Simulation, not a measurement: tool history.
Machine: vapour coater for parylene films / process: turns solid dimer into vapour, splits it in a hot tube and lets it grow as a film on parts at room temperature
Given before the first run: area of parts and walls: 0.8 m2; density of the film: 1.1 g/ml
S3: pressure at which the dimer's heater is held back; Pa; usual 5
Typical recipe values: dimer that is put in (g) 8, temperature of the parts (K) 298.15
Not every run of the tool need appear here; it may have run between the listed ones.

{"run": 1, "day": 0.0, "dimer that is put in (g)": 8, "temperature of the parts (K)": 298.15, "S3": 5, "thickness of the film (nm)": 4500}
{"run": 2, "day": 2.262, "dimer that is put in (g)": 8, "temperature of the parts (K)": 307.15, "S3": 5, "thickness of the film (nm)": 3250}
{"run": 3, "day": 3.4, "dimer that is put in (g)": 8, "temperature of the parts (K)": 307.15, "S3": 5, "thickness of the film (nm)": 3230}
{"run": 4, "day": 5.808, "dimer that is put in (g)": 8, "temperature of the parts (K)": 307.15, "S3": 5, "thickness of the film (nm)": 3260}
{"run": 5, "day": 7.45, "dimer that is put in (g)": 8, "temperature of the parts (K)": 309.15, "S3": 5, "thickness of the film (nm)": 3040}
{"run": 6, "day": 8.475, "dimer that is put in (g)": 9, "temperature of the parts (K)": 298.15, "S3": 5, "thickness of the film (nm)": 5090}
{"run": 7, "day": 9.633, "dimer that is put in (g)": 9, "temperature of the parts (K)": 298.15, "S3": 5, "thickness of the film (nm)": 5070}
{"run": 8, "day": 10.7, "dimer that is put in (g)": 9, "temperature of the parts (K)": 298.15, "S3": 5, "thickness of the film (nm)": 5070}
{"run": 9, "day": 12.021, "dimer that is put in (g)": 8, "temperature of the parts (K)": 298.15, "S3": 8.5, "thickness of the film (nm)": 4060}
{"run": 10, "day": 13.138, "dimer that is put in (g)": 6, "temperature of the parts (K)": 298.15, "S3": 8.5, "thickness of the film (nm)": 3040}
{"run": 11, "day": 14.742, "dimer that is put in (g)": 6, "temperature of the parts (K)": 298.15, "S3": 8.5, "thickness of the film (nm)": 3030}
{"run": 12, "day": 15.742, "dimer that is put in (g)": 6, "temperature of the parts (K)": 298.15, "S3": 8.5, "thickness of the film (nm)": 3050}
{"run": 13, "day": 16.767, "dimer that is put in (g)": 8, "temperature of the parts (K)": 298.15, "S3": 5, "thickness of the film (nm)": 4520}
{"day": 17.904, "done": "trap's valve overhauled"}
{"run": 14, "day": 18.975, "dimer that is put in (g)": 8, "temperature of the parts (K)": 298.15, "S3": 5, "thickness of the film (nm)": 4490}
{"run": 15, "day": 20.442, "dimer that is put in (g)": 8, "temperature of the parts (K)": 290.15, "S3": 4.65, "thickness of the film (nm)": 6080}
{"run": 16, "day": 21.983, "dimer that is put in (g)": 5, "temperature of the parts (K)": 306.15, "S3": 3.16, "thickness of the film (nm)": 2300}
{"run": 17, "day": 24.212, "dimer that is put in (g)": 5, "temperature of the parts (K)": 306.15, "S3": 3.16, "thickness of the film (nm)": 2290}
{"run": 18, "day": 26.433, "dimer that is put in (g)": 8, "temperature of the parts (K)": 290.15, "S3": 4.56, "thickness of the film (nm)": 6100}
{"run": 19, "day": 28.021, "dimer that is put in (g)": 10, "temperature of the parts (K)": 291.15, "S3": 5.77, "thickness of the film (nm)": 7040}
{"run": 20, "day": 29.908, "dimer that is put in (g)": 8, "temperature of the parts (K)": 291.15, "S3": 6.36, "thickness of the film (nm)": 5500}
{"run": 21, "day": 31.979, "dimer that is put in (g)": 8, "temperature of the parts (K)": 291.15, "S3": 6.36, "thickness of the film (nm)": 5550}
{"run": 22, "day": 33.896, "dimer that is put in (g)": 7, "temperature of the parts (K)": 290.15, "S3": 5, "thickness of the film (nm)": 5240}
{"run": 23, "day": 35.983, "dimer that is put in (g)": 7, "temperature of the parts (K)": 290.15, "S3": 5, "thickness of the film (nm)": 5300}
{"run": 24, "day": 38.367, "dimer that is put in (g)": 4, "temperature of the parts (K)": 290.15, "S3": 10.29, "thickness of the film (nm)": 2620}
{"run": 25, "day": 39.717, "dimer that is put in (g)": 4, "temperature of the parts (K)": 290.15, "S3": 10.29, "thickness of the film (nm)": 2630}

Here are 5 independent what-if runs from the current tool condition. What would each one return?
{"day": 41.183, "done": "trap's valve overhauled"}
{"run": "A", "day": 41.954, "dimer that is put in (g)": 5, "temperature of the parts (K)": 301.15, "S3": 3.39, "thickness of the film (nm)": "?"}
{"day": 41.183, "done": "trap's valve overhauled"}
{"run": "B", "day": 41.954, "dimer that is put in (g)": 5, "temperature of the parts (K)": 290.15, "S3": 10.29, "thickness of the film (nm)": "?"}
{"day": 41.183, "done": "trap's valve overhauled"}
{"run": "C", "day": 41.954, "dimer that is put in (g)": 5, "temperature of the parts (K)": 291.15, "S3": 2.75, "thickness of the film (nm)": "?"}
{"day": 41.183, "done": "trap's valve overhauled"}
{"run": "D", "day": 41.954, "dimer that is put in (g)": 6, "temperature of the parts (K)": 306.15, "S3": 10.29, "thickness of the film (nm)": "?"}
{"day": 41.183, "done": "trap's valve overhauled"}
{"run": "E", "day": 41.954, "dimer that is put in (g)": 3, "temperature of the parts (K)": 293.15, "S3": 5, "thickness of the film (nm)": "?"}

run=A thickness_of_the_film_(nm)=2710
run=B thickness_of_the_film_(nm)=3280
run=C thickness_of_the_film_(nm)=4090
run=D thickness_of_the_film_(nm)=2210
run=E thickness_of_the_film_(nm)=2010
Take away the tool's hidden state, keep each run's random variation, and the runs would have read:
run=A thickness_of_the_film_(nm)=2700
run=B thickness_of_the_film_(nm)=3280
run=C thickness_of_the_film_(nm)=4080
run=D thickness_of_the_film_(nm)=2200
run=E thickness_of_the_film_(nm)=2010
